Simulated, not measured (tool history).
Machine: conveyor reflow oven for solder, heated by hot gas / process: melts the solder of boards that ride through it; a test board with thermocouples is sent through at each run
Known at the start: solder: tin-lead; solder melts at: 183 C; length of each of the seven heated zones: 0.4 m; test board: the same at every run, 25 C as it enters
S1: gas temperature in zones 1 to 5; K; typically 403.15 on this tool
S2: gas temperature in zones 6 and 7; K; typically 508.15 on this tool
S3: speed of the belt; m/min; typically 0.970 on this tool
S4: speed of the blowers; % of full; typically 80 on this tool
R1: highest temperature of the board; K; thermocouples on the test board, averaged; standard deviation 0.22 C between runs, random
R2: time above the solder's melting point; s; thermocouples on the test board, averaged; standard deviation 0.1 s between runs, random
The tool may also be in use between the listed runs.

run,hour,S1,S2,S3,S4,R1,R2
1,0.0,403.15,508.15,0.970,80,490.65,35.8
2,12.5,403.15,508.15,0.970,80,490.65,35.8
3,23.4,403.15,508.15,0.970,80,491.05,35.7
4,42.2,403.15,508.15,0.970,80,490.35,35.5
5,52.7,403.15,508.15,0.970,80,490.15,35.6
6,67.9,403.15,508.15,0.970,60,486.35,32.9
7,79.9,403.15,508.15,0.970,60,485.95,32.6
8,88.8,403.15,508.15,1.132,80,484.65,27.0
9,105.4,403.15,508.15,1.127,80,484.45,27.1
10,114.0,403.15,508.15,0.970,80,489.85,35.3
11,128.2,403.15,508.15,0.789,80,495.75,48.3
12,138.1,403.15,508.15,0.789,88,496.65,48.6
13,153.7,403.15,508.15,0.789,88,496.75,48.6
14,165.1,403.15,508.15,0.789,88,496.65,48.5
# hour 171.3: flux residue cleaned out of gas plates and filters
15,178.6,403.15,508.15,0.789,88,496.35,48.1
16,194.3,405.15,504.15,0.970,80,485.15,33.2
17,205.0,389.15,519.15,0.970,60,490.55,32.5
18,220.7,404.15,510.15,0.946,72,489.65,36.3
19,239.8,404.15,508.15,0.946,55,484.65,32.3
20,252.0,400.15,499.15,0.970,65,476.95,25.9
# hour 263.6: flux residue cleaned out of gas plates and filters, once more
21,273.6,400.15,499.15,0.970,65,481.55,30.2
22,285.0,403.15,508.15,0.928,80,493.65,39.6
23,296.3,403.15,508.15,0.928,80,494.15,39.7
24,306.4,403.15,508.15,0.928,80,493.75,39.8
25,324.5,403.15,508.15,0.970,78,492.15,37.1
26,335.7,403.15,519.15,0.970,62,498.35,39.4
27,353.0,403.15,516.15,1.117,64,490.55,30.3
28,369.1,397.15,520.15,1.033,62,495.55,34.3
29,380.5,409.15,496.15,1.024,56,476.25,26.1

For each run, the measured value with the value that run would have given without the tool's hidden condition subtracted. The run-to-run variation is shared by both, the gauge scatter possibly not:
Hidden state at play: heat that the gas passes to the board, % of a clean oven's; belt's true speed, % of the reading; true gas temperature in zones 6 and 7 over the reading, C; drift of the gauge itself on peak_c, C; drift of the gauge itself on liquid_s, %.
run,R1,R2
1,-2.40,-1.2
2,-2.50,-1.1
3,-2.60,-1.3
4,-2.80,-1.3
5,-2.90,-1.4
6,-2.70,-1.6
7,-2.80,-1.6
8,-3.60,-1.8
9,-3.70,-1.9
10,-3.30,-1.6
11,-2.80,-1.2
12,-2.80,-1.2
13,-2.90,-1.2
14,-2.90,-1.3
15,-3.80,-1.8
16,-4.50,-2.7
17,-5.30,-2.5
18,-4.70,-2.4
19,-4.50,-2.8
20,-4.70,-3.8
21,-0.40,+0.2
22,-0.40,+0.4
23,-0.60,+0.3
24,-0.70,+0.3
25,-0.80,+0.2
26,-0.70,+0.3
27,-0.90,+0.0
28,-1.00,+0.1
29,-0.90,-0.3
